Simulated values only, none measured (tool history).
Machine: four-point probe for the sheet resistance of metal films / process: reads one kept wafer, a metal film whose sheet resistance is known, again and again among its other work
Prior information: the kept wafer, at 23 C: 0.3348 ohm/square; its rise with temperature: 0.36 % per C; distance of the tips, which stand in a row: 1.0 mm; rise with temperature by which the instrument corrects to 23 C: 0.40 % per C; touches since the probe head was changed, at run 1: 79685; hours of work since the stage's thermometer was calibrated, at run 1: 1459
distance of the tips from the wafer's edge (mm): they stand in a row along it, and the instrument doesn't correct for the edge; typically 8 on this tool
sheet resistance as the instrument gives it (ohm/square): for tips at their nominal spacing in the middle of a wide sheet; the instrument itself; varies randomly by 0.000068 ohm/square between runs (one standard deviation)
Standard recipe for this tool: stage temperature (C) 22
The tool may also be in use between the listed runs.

run	hour	stage temperature (C)	distance of the tips from the wafer's edge (mm)	touches since the probe head was changed	hours of work since the stage's thermometer was calibrated	sheet resistance as the instrument gives it (ohm/square)
1	0	22	8	79685	1459	0.338454
2	63.9	22	8	81178	1490	0.338534
3	129	22	8	82699	1521	0.338576
4	188.8	22	8	84095	1549	0.338578
5	262.4	22	8	85815	1584	0.338567
6	317.9	22	8	87113	1611	0.338416
7	412.7	22	8	89328	1656	0.338442
8	510.3	22	8	91608	1702	0.33866
9	602.2	22	8	93755	1746	0.338654
10	690.4	22	8	95815	1788	0.338744
11	756.8	31	8	97368	1819	0.337414
12	829.1	31	8	99056	1854	0.337391
13	879.3	22	5	100229	1878	0.342912
14	923.6	22	12	101264	1899	0.337193
15	1007.7	22	12	103229	1939	0.33713
16	1071.7	22	12	104724	1969	0.33724
17	1165.1	22	8	106908	2014	0.338742
18	1246.8	22	8	108816	2052	0.338851
19	1292.3	22	14	109878	2074	0.336847
20	1372.3	22	5	111748	2112	0.343089
21	1439.5	22	5	113317	2144	0.343037
22	1511.5	22	5	115000	2178	0.343028
23	1590.5	22	5	116848	2216	0.343148
24	1682	26	9	118985	2259	0.337715
25	1783.9	31	16	121366	2308	0.335697
26	1878.2	30	8	123567	2353	0.33788
27	1953.7	30	8	125333	2389	0.337889
# hour 1985.8: stage's thermometer calibrated
28	2006.8	22	47	126562	10	0.33595
29	2090.5	18	8	128516	50	0.33925
30	2132.7	31	45	129503	70	0.334799
31	2204.3	32	10	131175	104	0.336535
32	2249.6	21	19	132235	125	0.336493
33	2344.1	32	51	134443	170	0.334761
34	2419.8	24	8	136212	206	0.338618
35	2465.7	24	8	137283	228	0.338369
36	2531.9	19	11	138830	260	0.337799
37	2623.4	22	14	140969	303	0.336922
38	2683.9	22	19	142382	332	0.336381
39	2778.1	31	11	144583	377	0.336387
40	2834.3	30	22	145896	404	0.335405
41	2881.3	30	22	146994	426	0.335379
42	2941.8	22	10	148408	455	0.337685
43	2990.6	32	37	149547	478	0.334785
44	3034.9	19	41	150583	499	0.336651

Hidden condition of the tool, last listed run before each entry between runs versus first listed run after:
Run 27 -> run 28: stage's thermometer calibrated (hour 1985.8)
  inner tips' distance over the nominal, %: 0.248 -> 0.25; tips' flats over new ones', %: 75 -> 76; wafer's true temperature over the reading, C: 0.25 -> -0.02
  the result without the hidden state subtracted from the measured one, sheet resistance as the instrument gives it (ohm/square): +0.001205 -> +0.000884
